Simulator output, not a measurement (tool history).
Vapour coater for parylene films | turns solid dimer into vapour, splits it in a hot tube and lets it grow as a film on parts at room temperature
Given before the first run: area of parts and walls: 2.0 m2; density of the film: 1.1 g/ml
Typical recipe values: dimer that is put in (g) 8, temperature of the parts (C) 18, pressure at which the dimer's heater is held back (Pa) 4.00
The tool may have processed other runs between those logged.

| run | hour | dimer that is put in (g) | temperature of the parts (C) | pressure at which the dimer's heater is held back (Pa) | thickness of the film (µm) |
|---|---|---|---|---|---|
| 1 | 0.0 | 8 | 18 | 4.00 | 2.24 |
| 2 | 47.8 | 8 | 18 | 4.00 | 2.22 |
| 3 | 99.1 | 8 | 18 | 4.00 | 2.23 |
|  | 141.3 | trap's valve overhauled |
| 4 | 161.0 | 8 | 18 | 4.00 | 2.24 |
| 5 | 224.3 | 8 | 18 | 4.00 | 2.25 |
| 6 | 282.2 | 8 | 18 | 4.00 | 2.24 |
| 7 | 343.4 | 8 | 18 | 5.92 | 2.13 |
| 8 | 393.8 | 8 | 18 | 5.92 | 2.19 |
| 9 | 452.8 | 8 | 18 | 5.92 | 2.18 |
| 10 | 491.1 | 8 | 18 | 5.92 | 2.14 |
|  | 503.5 | trap's valve overhauled |
| 11 | 543.9 | 8 | 18 | 5.92 | 2.17 |
| 12 | 574.2 | 8 | 18 | 5.92 | 2.14 |
| 13 | 606.8 | 8 | 18 | 4.00 | 2.22 |
| 14 | 652.2 | 8 | 18 | 4.00 | 2.21 |
| 15 | 685.8 | 8 | 18 | 4.00 | 2.23 |
| 16 | 740.7 | 8 | 18 | 4.00 | 2.23 |
| 17 | 780.5 | 8 | 18 | 4.00 | 2.25 |
| 18 | 828.0 | 11 | 11 | 10.19 | 3.29 |
|  | 866.6 | trap's valve overhauled |
| 19 | 895.9 | 8 | 23 | 4.00 | 2.03 |
| 20 | 954.5 | 3 | 27 | 3.78 | 0.67 |
| 21 | 1001.1 | 10 | 16 | 3.78 | 2.85 |
| 22 | 1033.8 | 8 | 20 | 4.00 | 2.12 |
| 23 | 1061.0 | 12 | 20 | 2.21 | 3.35 |
| 24 | 1098.9 | 12 | 20 | 2.21 | 3.33 |
| 25 | 1130.1 | 4 | 23 | 11.34 | 0.92 |
| 26 | 1174.5 | 8 | 18 | 3.29 | 2.26 |
| 27 | 1203.3 | 8 | 18 | 3.29 | 2.26 |
|  | 1230.2 | trap's valve overhauled |
| 28 | 1244.2 | 8 | 18 | 3.29 | 2.29 |
| 29 | 1276.9 | 8 | 18 | 3.29 | 2.28 |
| 30 | 1310.2 | 3 | 11 | 2.53 | 1.00 |
| 31 | 1344.8 | 3 | 11 | 2.53 | 0.99 |

Below are 5 alternative next runs, each starting from the tool's condition after run 31. Predict each:
| A | 1398.2 | 10 | 11 | 2.53 | ? |
| B | 1398.2 | 3 | 18 | 4.00 | ? |
| C | 1398.2 | 8 | 14 | 7.15 | ? |
| D | 1398.2 | 7 | 11 | 2.53 | ? |
| E | 1398.2 | 7 | 18 | 4.00 | ? |

| run | thickness of the film (µm) |
|---|---|
| A | 3.33 |
| B | 0.84 |
| C | 2.35 |
| D | 2.33 |
| E | 1.91 |
Stripped of hidden state, with their random variation kept, the same runs would have yielded:
| run | thickness of the film (µm) |
|---|---|
| A | 3.35 |
| B | 0.84 |
| C | 2.35 |
| D | 2.33 |
| E | 1.92 |
